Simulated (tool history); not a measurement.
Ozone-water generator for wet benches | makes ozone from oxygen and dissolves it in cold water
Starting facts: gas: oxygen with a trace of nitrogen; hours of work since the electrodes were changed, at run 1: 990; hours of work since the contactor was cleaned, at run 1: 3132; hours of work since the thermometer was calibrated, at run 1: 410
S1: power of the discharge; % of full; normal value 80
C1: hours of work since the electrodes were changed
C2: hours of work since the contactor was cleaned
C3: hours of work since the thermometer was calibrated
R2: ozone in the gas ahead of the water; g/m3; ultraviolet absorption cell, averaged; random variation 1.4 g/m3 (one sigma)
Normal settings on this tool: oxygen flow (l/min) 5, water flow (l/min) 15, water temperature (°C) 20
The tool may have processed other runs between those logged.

Run 1, day 0: usual settings; C1 990; C2 3132; C3 410. Result: dissolved ozone (ppm) 32.3, R2 250.8 g/m3.
Run 2, day 2.292: usual settings; C1 1040; C2 3181; C3 460. Result: dissolved ozone (ppm) 32, R2 248.8 g/m3.
Run 3, day 4.312: usual settings; C1 1084; C2 3225; C3 504. Result: dissolved ozone (ppm) 32.3, R2 248.4 g/m3.
Run 4, day 7.942: usual settings; C1 1163; C2 3304; C3 583. Result: dissolved ozone (ppm) 32, R2 249 g/m3.
Run 5, day 11.25: usual settings but oxygen flow (l/min) 2.5; C1 1235; C2 3376; C3 655. Result: dissolved ozone (ppm) 29.4, R2 335.1 g/m3.
Run 6, day 13.583: usual settings but oxygen flow (l/min) 2.67; C1 1286; C2 3427; C3 706. Result: dissolved ozone (ppm) 29.9, R2 325.7 g/m3.
Run 7, day 17.225: usual settings; C1 1365; C2 3506; C3 785. Result: dissolved ozone (ppm) 31.9, R2 248.2 g/m3.
Run 8, day 20.962: usual settings; C1 1446; C2 3588; C3 866. Result: dissolved ozone (ppm) 31.9, R2 246.7 g/m3.
Run 9, day 23.488: usual settings but water flow (l/min) 16; C1 1501; C2 3643; C3 921. Result: dissolved ozone (ppm) 30.1, R2 245.3 g/m3.
Run 10, day 26.775: usual settings but oxygen flow (l/min) 2.79; C1 1573; C2 3714; C3 993. Result: dissolved ozone (ppm) 29.8, R2 317.6 g/m3.
Run 11, day 29.846: usual settings but oxygen flow (l/min) 2.79; C1 1639; C2 3781; C3 1059. Result: dissolved ozone (ppm) 30, R2 316.9 g/m3.
At day 30.204: contactor cleaned.
Run 12, day 32.125: usual settings; C1 1685; C2 42; C3 1105. Result: dissolved ozone (ppm) 31.4, R2 244.7 g/m3.
Run 13, day 35.179: usual settings; C1 1752; C2 108; C3 1172. Result: dissolved ozone (ppm) 31.1, R2 242.6 g/m3.
Run 14, day 37.854: usual settings; C1 1810; C2 166; C3 1230. Result: dissolved ozone (ppm) 31.8, R2 242.7 g/m3.
At day 40.7: contactor cleaned, once more.
Run 15, day 41.733: usual settings; C1 1891; C2 22; C3 1311. Result: dissolved ozone (ppm) 32, R2 244.4 g/m3.
Run 16, day 43.962: usual settings but oxygen flow (l/min) 3.09; C1 1939; C2 71; C3 1359. Result: dissolved ozone (ppm) 30.6, R2 300.4 g/m3.
Run 17, day 46.329: usual settings but S1 48 % of full, oxygen flow (l/min) 2.62; C1 1991; C2 123; C3 1411. Result: dissolved ozone (ppm) 21.7, R2 234 g/m3.
Run 18, day 48.317: usual settings but S1 48 % of full, oxygen flow (l/min) 2.62; C1 2034; C2 166; C3 1454. Result: dissolved ozone (ppm) 21.7, R2 234.6 g/m3.
Run 19, day 49.954: usual settings but S1 48 % of full, oxygen flow (l/min) 2.62; C1 2070; C2 201; C3 1490. Result: dissolved ozone (ppm) 21.4, R2 231.8 g/m3.
Run 20, day 53.046: usual settings but S1 48 % of full, oxygen flow (l/min) 2.62; C1 2137; C2 269; C3 1557. Result: dissolved ozone (ppm) 21.7, R2 236 g/m3.
Run 21, day 56.033: usual settings but S1 62 % of full, oxygen flow (l/min) 8.82, water temperature (°C) 21; C1 2202; C2 334; C3 1622. Result: dissolved ozone (ppm) 25.5, R2 162.3 g/m3.
Run 22, day 58.383: usual settings but S1 45 % of full, oxygen flow (l/min) 4.66, water temperature (°C) 15; C1 2253; C2 385; C3 1673. Result: dissolved ozone (ppm) 23.8, R2 174 g/m3.
Run 23, day 61.629: usual settings but S1 53 % of full, oxygen flow (l/min) 4.66, water temperature (°C) 15; C1 2324; C2 455; C3 1744. Result: dissolved ozone (ppm) 26.4, R2 191.7 g/m3.
Run 24, day 63.533: usual settings but S1 53 % of full, oxygen flow (l/min) 4.66, water temperature (°C) 15; C1 2365; C2 497; C3 1785. Result: dissolved ozone (ppm) 26.5, R2 192.5 g/m3.
Run 25, day 65.142: usual settings but water flow (l/min) 16, water temperature (°C) 16; C1 2400; C2 532; C3 1820. Result: dissolved ozone (ppm) 32.6, R2 239.8 g/m3.
Run 26, day 67.775: usual settings but oxygen flow (l/min) 3.47, water temperature (°C) 18; C1 2458; C2 589; C3 1878. Result: dissolved ozone (ppm) 31.5, R2 284 g/m3.
Run 27, day 69.496: usual settings but S1 89 % of full, oxygen flow (l/min) 6.63; C1 2495; C2 627; C3 1915. Result: dissolved ozone (ppm) 33.8, R2 226.2 g/m3.
Run 28, day 73.125: usual settings but S1 89 % of full, oxygen flow (l/min) 8.56; C1 2574; C2 706; C3 1994. Result: dissolved ozone (ppm) 33, R2 201.8 g/m3.
Run 29, day 75.65: usual settings but S1 89 % of full, oxygen flow (l/min) 8.56, water flow (l/min) 18, water temperature (°C) 16; C1 2629; C2 761; C3 2049. Result: dissolved ozone (ppm) 31.9, R2 202.7 g/m3.
Run 30, day 77.892: usual settings but S1 60 % of full, oxygen flow (l/min) 7.04, water flow (l/min) 21; C1 2678; C2 809; C3 2098. Result: dissolved ozone (ppm) 21.1, R2 171.3 g/m3.
Run 31, day 79.883: usual settings but S1 60 % of full, oxygen flow (l/min) 7.04, water flow (l/min) 21; C1 2721; C2 853; C3 2141. Result: dissolved ozone (ppm) 20.9, R2 171.5 g/m3.
Run 32, day 81.908: usual settings but oxygen flow (l/min) 4.09, water temperature (°C) 21; C1 2765; C2 897; C3 2185. Result: dissolved ozone (ppm) 30.7, R2 259.9 g/m3.

4 ways to go on from here, each from the tool as it stands after run 32. What would each give?
Run A, day 85.596: usual settings but oxygen flow (l/min) 4.12, water temperature (°C) 21; C1 2845; C2 977; C3 2265. Result: dissolved ozone (ppm) ?, R2 ?.
Run B, day 85.596: usual settings but oxygen flow (l/min) 7.95, water flow (l/min) 12; C1 2845; C2 977; C3 2265. Result: dissolved ozone (ppm) ?, R2 ?.
Run C, day 85.596: usual settings but S1 44 % of full, oxygen flow (l/min) 4.09, water temperature (°C) 21; C1 2845; C2 977; C3 2265. Result: dissolved ozone (ppm) ?, R2 ?.
Run D, day 85.596: usual settings but oxygen flow (l/min) 5.66, water temperature (°C) 16; C1 2845; C2 977; C3 2265. Result: dissolved ozone (ppm) ?, R2 ?.

run  dissolved ozone (ppm)     R2
  A                   30.4  259.5
  B                   34.4  193.6
  C                     21  180.3
  D                   33.5  227.8
Stripped of hidden state, with their random variation kept, the same runs would have yielded:
run  dissolved ozone (ppm)     R2
  A                   32.9  276.9
  B                   37.2  206.6
  C                   22.1  188.1
  D                   36.2  243.1
